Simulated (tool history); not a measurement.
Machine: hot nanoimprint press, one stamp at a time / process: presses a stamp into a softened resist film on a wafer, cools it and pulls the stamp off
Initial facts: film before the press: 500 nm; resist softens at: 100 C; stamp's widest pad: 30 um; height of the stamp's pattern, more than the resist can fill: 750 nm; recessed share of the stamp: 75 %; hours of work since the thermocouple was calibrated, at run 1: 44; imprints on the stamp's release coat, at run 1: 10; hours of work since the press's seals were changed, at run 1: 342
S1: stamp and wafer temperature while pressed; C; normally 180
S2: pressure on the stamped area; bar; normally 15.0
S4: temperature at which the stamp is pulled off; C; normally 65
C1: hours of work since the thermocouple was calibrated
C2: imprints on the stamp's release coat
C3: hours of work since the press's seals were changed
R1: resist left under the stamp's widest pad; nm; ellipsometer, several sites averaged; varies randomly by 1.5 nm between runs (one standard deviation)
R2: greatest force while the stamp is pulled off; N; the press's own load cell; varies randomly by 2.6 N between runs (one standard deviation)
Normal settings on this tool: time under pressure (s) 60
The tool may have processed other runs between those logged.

run 1 hour=0.0 | S1=180 S2=15.0 time_under_pressure_(s)=60 S4=65 | C1=44 C2=10 C3=342 | R1=278.9 R2=209
run 2 hour=58.7 | S1=180 S2=15.0 time_under_pressure_(s)=60 S4=65 | C1=81 C2=193 C3=380 | R1=280.5 R2=205
run 3 hour=132.3 | S1=180 S2=15.0 time_under_pressure_(s)=60 S4=65 | C1=128 C2=423 C3=427 | R1=281.6 R2=206
run 4 hour=191.5 | S1=180 S2=15.0 time_under_pressure_(s)=60 S4=65 | C1=166 C2=608 C3=465 | R1=283.9 R2=208
-- hour=266.1 stamp cleaned and given a new release coat
run 5 hour=283.4 | S1=180 S2=15.0 time_under_pressure_(s)=60 S4=65 | C1=221 C2=54 C3=520 | R1=280.5 R2=209
run 6 hour=348.0 | S1=180 S2=15.0 time_under_pressure_(s)=60 S4=65 | C1=262 C2=256 C3=561 | R1=283.7 R2=213
run 7 hour=446.9 | S1=180 S2=15.0 time_under_pressure_(s)=60 S4=65 | C1=326 C2=565 C3=624 | R1=284.0 R2=205
-- hour=534.0 plate thermocouple calibrated
-- hour=540.0 stamp cleaned and given a new release coat
run 8 hour=556.7 | S1=180 S2=15.0 time_under_pressure_(s)=60 S4=65 | C1=11 C2=52 C3=688 | R1=280.3 R2=205
run 9 hour=627.4 | S1=180 S2=15.0 time_under_pressure_(s)=60 S4=65 | C1=56 C2=273 C3=733 | R1=283.2 R2=209
run 10 hour=730.5 | S1=180 S2=15.0 time_under_pressure_(s)=60 S4=65 | C1=122 C2=595 C3=799 | R1=285.3 R2=206
run 11 hour=774.9 | S1=180 S2=15.0 time_under_pressure_(s)=60 S4=73 | C1=150 C2=733 C3=828 | R1=283.3 R2=167
-- hour=812.8 stamp cleaned and given a new release coat
run 12 hour=837.6 | S1=189 S2=15.0 time_under_pressure_(s)=60 S4=65 | C1=186 C2=77 C3=864 | R1=212.6 R2=204
run 13 hour=920.6 | S1=189 S2=15.0 time_under_pressure_(s)=60 S4=65 | C1=239 C2=336 C3=917 | R1=216.1 R2=201
run 14 hour=1018.2 | S1=180 S2=15.0 time_under_pressure_(s)=60 S4=65 | C1=302 C2=641 C3=979 | R1=286.8 R2=207
run 15 hour=1060.4 | S1=180 S2=15.0 time_under_pressure_(s)=60 S4=65 | C1=329 C2=773 C3=1006 | R1=287.5 R2=206
-- hour=1084.8 stamp cleaned and given a new release coat
run 16 hour=1123.3 | S1=180 S2=15.0 time_under_pressure_(s)=60 S4=65 | C1=365 C2=120 C3=1043 | R1=286.1 R2=205
-- hour=1152.9 plate thermocouple calibrated
run 17 hour=1220.9 | S1=180 S2=9.4 time_under_pressure_(s)=54 S4=65 | C1=43 C2=415 C3=1103 | R1=356.2 R2=210
run 18 hour=1285.3 | S1=180 S2=13.3 time_under_pressure_(s)=78 S4=64 | C1=85 C2=617 C3=1144 | R1=281.6 R2=213
-- hour=1357.5 stamp cleaned and given a new release coat
run 19 hour=1358.6 | S1=185 S2=18.6 time_under_pressure_(s)=85 S4=52 | C1=128 C2=3 C3=1187 | R1=193.8 R2=269
run 20 hour=1430.9 | S1=185 S2=18.6 time_under_pressure_(s)=85 S4=52 | C1=174 C2=229 C3=1233 | R1=191.7 R2=274
-- hour=1514.5 press's hydraulic seals changed and the load cell set to zero
run 21 hour=1529.5 | S1=185 S2=18.6 time_under_pressure_(s)=85 S4=52 | C1=232 C2=512 C3=10 | R1=193.8 R2=273
run 22 hour=1604.5 | S1=185 S2=18.6 time_under_pressure_(s)=85 S4=52 | C1=280 C2=746 C3=57 | R1=192.2 R2=275
-- hour=1634.1 stamp cleaned and given a new release coat
run 23 hour=1710.2 | S1=185 S2=10.6 time_under_pressure_(s)=107 S4=60 | C1=343 C2=237 C3=121 | R1=242.6 R2=231
-- hour=1770.4 plate thermocouple calibrated
run 24 hour=1812.4 | S1=186 S2=15.6 time_under_pressure_(s)=46 S4=65 | C1=27 C2=547 C3=185 | R1=251.7 R2=209
run 25 hour=1871.9 | S1=180 S2=10.0 time_under_pressure_(s)=60 S4=61 | C1=65 C2=733 C3=223 | R1=340.9 R2=223
-- hour=1907.9 stamp cleaned and given a new release coat
run 26 hour=1979.5 | S1=171 S2=17.4 time_under_pressure_(s)=60 S4=60 | C1=130 C2=224 C3=287 | R1=353.2 R2=237
run 27 hour=2068.9 | S1=181 S2=17.4 time_under_pressure_(s)=83 S4=60 | C1=187 C2=503 C3=345 | R1=233.4 R2=230
run 28 hour=2162.4 | S1=180 S2=11.7 time_under_pressure_(s)=52 S4=67 | C1=247 C2=795 C3=404 | R1=337.2 R2=197

Take each entry between the runs: how does the hidden state at the last listed run before it differ from the hidden state at the first listed run after it?
In the gap between runs 4 and 5: stamp cleaned and given a new release coat (hour 266.1)
  true temperature over the reading, C: 0.01 -> 0; pressure that arrives at the usual setting, %: 99.8 -> 99.77; grip of the stamp's worn release coat, % over a new coat's: 0.5 -> 0; drift of the gauge itself on residual_nm, %: 0.21 -> 0.31
  measured value less the no-hidden-state value, R1: +0.8 -> +1.1 nm
In the gap between runs 7 and 8: plate thermocouple calibrated (hour 534.0); stamp cleaned and given a new release coat (hour 540.0)
  true temperature over the reading, C: -0.01 -> 0; pressure that arrives at the usual setting, %: 99.73 -> 99.7; grip of the stamp's worn release coat, % over a new coat's: 0.5 -> 0; drift of the gauge itself on residual_nm, %: 0.49 -> 0.6
  measured value less the no-hidden-state value, R1: +1.8 -> +2.0 nm
In the gap between runs 11 and 12: stamp cleaned and given a new release coat (hour 812.8)
  true temperature over the reading, C: -0.01 -> -0.02; pressure that arrives at the usual setting, %: 99.65 -> 99.63; grip of the stamp's worn release coat, % over a new coat's: 0.7 -> 0.1; drift of the gauge itself on residual_nm, %: 0.84 -> 0.9
  measured value less the no-hidden-state value, R1: +2.9 -> +2.5 nm
In the gap between runs 15 and 16: stamp cleaned and given a new release coat (hour 1084.8)
  pressure that arrives at the usual setting, %: 99.58 -> 99.57; grip of the stamp's worn release coat, % over a new coat's: 0.7 -> 0.1; drift of the gauge itself on residual_nm, %: 1.15 -> 1.21
  measured value less the no-hidden-state value, R1: +4.1 -> +4.3 nm
In the gap between runs 16 and 17: plate thermocouple calibrated (hour 1152.9)
  true temperature over the reading, C: -0.04 -> -0.01; pressure that arrives at the usual setting, %: 99.57 -> 99.54; grip of the stamp's worn release coat, % over a new coat's: 0.1 -> 0.4; drift of the gauge itself on residual_nm, %: 1.21 -> 1.32
  measured value less the no-hidden-state value, R1: +4.3 -> +5.1 nm
In the gap between runs 18 and 19: stamp cleaned and given a new release coat (hour 1357.5)
  pressure that arrives at the usual setting, %: 99.52 -> 99.51; grip of the stamp's worn release coat, % over a new coat's: 0.5 -> 0; drift of the gauge itself on residual_nm, %: 1.39 -> 1.46
  measured value less the no-hidden-state value, R1: +4.5 -> +3.6 nm
In the gap between runs 20 and 21: press's hydraulic seals changed and the load cell set to zero (hour 1514.5)
  pressure that arrives at the usual setting, %: 99.49 -> 99.98; grip of the stamp's worn release coat, % over a new coat's: 0.2 -> 0.5; drift of the gauge itself on residual_nm, %: 1.54 -> 1.64
  measured value less the no-hidden-state value, R1: +3.8 -> +3.3 nm
In the gap between runs 22 and 23: stamp cleaned and given a new release coat (hour 1634.1)
  true temperature over the reading, C: -0.04 -> -0.05; pressure that arrives at the usual setting, %: 99.96 -> 99.93; grip of the stamp's worn release coat, % over a new coat's: 0.7 -> 0.2; drift of the gauge itself on residual_nm, %: 1.73 -> 1.84
  measured value less the no-hidden-state value, R1: +3.6 -> +4.8 nm
In the gap between runs 23 and 24: plate thermocouple calibrated (hour 1770.4)
  true temperature over the reading, C: -0.05 -> 0; pressure that arrives at the usual setting, %: 99.93 -> 99.91; grip of the stamp's worn release coat, % over a new coat's: 0.2 -> 0.5; drift of the gauge itself on residual_nm, %: 1.84 -> 1.95
  measured value less the no-hidden-state value, R1: +4.8 -> +4.9 nm
In the gap between runs 25 and 26: stamp cleaned and given a new release coat (hour 1907.9)
  true temperature over the reading, C: 0 -> -0.01; pressure that arrives at the usual setting, %: 99.89 -> 99.86; grip of the stamp's worn release coat, % over a new coat's: 0.7 -> 0.2; drift of the gauge itself on residual_nm, %: 2.01 -> 2.13
  measured value less the no-hidden-state value, R1: +6.8 -> +7.7 nm
